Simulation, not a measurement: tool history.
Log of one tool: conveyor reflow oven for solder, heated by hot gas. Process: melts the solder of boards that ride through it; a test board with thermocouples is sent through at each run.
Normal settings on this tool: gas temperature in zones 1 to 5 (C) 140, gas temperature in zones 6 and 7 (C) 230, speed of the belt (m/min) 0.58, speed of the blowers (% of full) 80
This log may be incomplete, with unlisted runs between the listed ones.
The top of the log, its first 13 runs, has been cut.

run	hour	gas temperature in zones 1 to 5 (C)	gas temperature in zones 6 and 7 (C)	speed of the belt (m/min)	speed of the blowers (% of full)	hours of work since the flux was cleaned out	hours of work since the belt drive was overhauled	hours of work since the thermocouples were changed	highest temperature of the board (C)	time above the solder's melting point (s)
14	93.5	140	236	0.58	80	115	476	290	215	45
15	103	140	236	0.58	80	122	483	297	215.5	45.4
16	113.2	138	220	0.58	81	129	490	304	202	33.5
17	123	149	229	0.672	81	136	497	311	205.9	35.3
18	127.8	153	230	0.632	84	140	500	314	210.8	42.2
19	133.9	140	233	0.505	80	144	505	319	217.1	54
20	142.2	140	234	0.523	64	150	511	325	213.4	48.2
21	150.7	140	234	0.554	64	156	517	331	210.7	43.6
22	160.7	152	230	0.568	80	163	524	338	213.2	48.5
23	171.3	132	222	0.58	80	170	531	345	201.6	30.8
24	181.7	132	222	0.58	80	178	538	352	200.6	30.9
25	187.9	130	230	0.535	51	182	543	357	202.4	32.4

What does the tool deliver on the next run?
26	194.2	139	230	0.58	52	187	547	361	?	?

Run 26 came out at highest temperature of the board (C) 201.7, time above the solder's melting point (s) 31.5.
With the hidden condition absent and the run-to-run variation left alone, this run would have shown highest temperature of the board (C) 203.1, time above the solder's melting point (s) 33.2.

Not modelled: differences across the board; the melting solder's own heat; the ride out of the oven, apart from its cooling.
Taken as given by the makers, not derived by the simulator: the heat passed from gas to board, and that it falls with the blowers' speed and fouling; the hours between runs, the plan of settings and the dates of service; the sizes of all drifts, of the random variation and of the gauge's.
